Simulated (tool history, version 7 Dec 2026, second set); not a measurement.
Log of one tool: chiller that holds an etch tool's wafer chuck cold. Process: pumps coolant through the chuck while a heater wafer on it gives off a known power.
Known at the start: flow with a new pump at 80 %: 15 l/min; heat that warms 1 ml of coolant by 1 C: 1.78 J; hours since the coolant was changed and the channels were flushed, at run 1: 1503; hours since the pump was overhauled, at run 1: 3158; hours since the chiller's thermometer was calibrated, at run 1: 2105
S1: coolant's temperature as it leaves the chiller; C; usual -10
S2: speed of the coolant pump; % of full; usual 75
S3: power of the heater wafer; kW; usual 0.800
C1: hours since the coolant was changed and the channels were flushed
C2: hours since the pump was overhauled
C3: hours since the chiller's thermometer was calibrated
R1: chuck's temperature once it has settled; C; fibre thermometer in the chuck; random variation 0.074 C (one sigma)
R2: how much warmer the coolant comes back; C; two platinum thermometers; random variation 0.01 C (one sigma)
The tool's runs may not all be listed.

| run | hour | S1 | S2 | S3 | C1 | C2 | C3 | R1 | R2 |
|---|---|---|---|---|---|---|---|---|---|
| 1 | 0.0 | -10 | 75 | 0.800 | 1503 | 3158 | 2105 | -5.07 | 1.93 |
| 2 | 19.1 | -10 | 75 | 0.800 | 1522 | 3178 | 2124 | -5.06 | 1.92 |
| 3 | 52.1 | -10 | 75 | 0.701 | 1555 | 3211 | 2157 | -5.79 | 1.68 |
| 4 | 71.3 | -14 | 75 | 0.800 | 1575 | 3230 | 2176 | -9.15 | 1.93 |
| 5 | 95.1 | -10 | 75 | 1.198 | 1598 | 3254 | 2200 | -2.77 | 2.89 |
| 6 | 119.1 | -10 | 75 | 1.198 | 1622 | 3278 | 2224 | -2.80 | 2.88 |
| 7 | 137.2 | -10 | 75 | 1.198 | 1640 | 3296 | 2242 | -2.68 | 2.89 |
| 8 | 161.1 | -5 | 63 | 0.930 | 1664 | 3320 | 2266 | 1.37 | 2.69 |
| 9 | 185.5 | -5 | 63 | 0.930 | 1689 | 3344 | 2290 | 1.40 | 2.69 |
| 10 | 218.8 | -16 | 66 | 0.733 | 1722 | 3377 | 2323 | -11.29 | 2.02 |
| 11 | 243.0 | -16 | 66 | 0.733 | 1746 | 3401 | 2348 | -11.29 | 1.99 |
| 12 | 260.0 | -4 | 66 | 0.605 | 1763 | 3418 | 2365 | -0.23 | 1.65 |

The same runs without the tool's hidden state, with the same run-to-run variation:
The hidden state here: heat passed by the chuck's channels, % of clean ones'; flow at a given pump speed, % of a new pump's; coolant's true temperature over the reading, C; drift of the gauge itself on chuck_c, C; drift of the gauge itself on warmer_back_c, C.
| run | R1 |
|---|---|
| 1 | -5.07 |
| 2 | -5.05 |
| 3 | -5.74 |
| 4 | -9.09 |
| 5 | -2.68 |
| 6 | -2.70 |
| 7 | -2.55 |
| 8 | 1.51 |
| 9 | 1.57 |
| 10 | -11.09 |
| 11 | -11.07 |
| 12 | 0.01 |
R2: within 0.01 C of the measured result in every run.

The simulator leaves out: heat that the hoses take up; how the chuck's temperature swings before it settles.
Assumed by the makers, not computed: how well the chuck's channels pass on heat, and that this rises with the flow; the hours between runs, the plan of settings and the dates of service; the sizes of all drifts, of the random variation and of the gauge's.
